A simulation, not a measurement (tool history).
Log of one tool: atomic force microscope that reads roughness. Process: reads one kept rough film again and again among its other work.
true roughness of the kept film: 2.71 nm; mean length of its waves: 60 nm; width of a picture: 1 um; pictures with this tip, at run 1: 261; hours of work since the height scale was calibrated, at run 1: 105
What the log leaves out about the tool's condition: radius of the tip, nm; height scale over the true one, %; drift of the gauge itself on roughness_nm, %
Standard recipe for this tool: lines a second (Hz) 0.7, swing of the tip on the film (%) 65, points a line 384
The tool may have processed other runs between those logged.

run,hour,lines a second (Hz),swing of the tip on the film (%),points a line,pictures with this tip,hours of work since the height scale was calibrated,roughness of the kept film (nm (root mean square))
1,0,0.7,65,384,261,105,2.617
2,14.7,0.7,65,384,286,114,2.61
3,30.8,2.405,65,384,314,123,2.517
4,40.9,0.7,56,384,331,129,2.643
5,51.4,3.755,65,384,349,136,2.448
6,62.2,1.454,65,384,368,142,2.578
# hour 65.5: new tip fitted
7,75.3,1.454,65,271,17,149,2.591
8,83.2,1.711,65,271,30,154,2.577
9,92.1,0.733,65,384,46,159,2.611
10,102.9,0.733,65,384,64,165,2.609
11,115.1,0.733,65,384,85,172,2.602
12,129.1,0.733,65,384,109,181,2.614
13,140.5,0.733,65,384,129,187,2.606
14,152.6,0.733,65,384,150,194,2.612
15,171.2,0.672,89,384,182,205,2.513
16,182.7,2.146,56,867,201,212,2.597
17,197.9,2.577,56,481,228,221,2.583
18,207.6,0.63,90,341,244,227,2.536
19,223.8,0.952,57,806,272,236,2.631
20,238.6,2.888,65,365,298,245,2.502
21,254.1,1.579,77,928,324,254,2.5
22,268.8,0.606,77,530,350,262,2.602
# hour 282: new tip fitted
23,283.3,0.606,77,530,2,270,2.58
24,302.7,0.522,78,398,35,282,2.588
25,321,0.522,78,398,67,292,2.605
26,331.6,1.327,57,338,85,299,2.604
27,351.1,1.909,89,338,118,310,2.325
28,363.8,0.964,88,524,141,318,2.502

4 options for the next run, each taken on its own from the tool as it stands now. Forecast them:
A,378.7,1.178,65,321,166,326,?
B,378.7,0.7,62,384,166,326,?
C,378.7,1.566,81,347,166,326,?
D,378.7,0.964,88,556,166,326,?

run,roughness of the kept film (nm (root mean square))
A,2.601
B,2.603
C,2.472
D,2.485
The same runs, with their run-to-run variation unchanged, on a tool lacking any hidden condition would have given:
run,roughness of the kept film (nm (root mean square))
A,2.603
B,2.605
C,2.474
D,2.487

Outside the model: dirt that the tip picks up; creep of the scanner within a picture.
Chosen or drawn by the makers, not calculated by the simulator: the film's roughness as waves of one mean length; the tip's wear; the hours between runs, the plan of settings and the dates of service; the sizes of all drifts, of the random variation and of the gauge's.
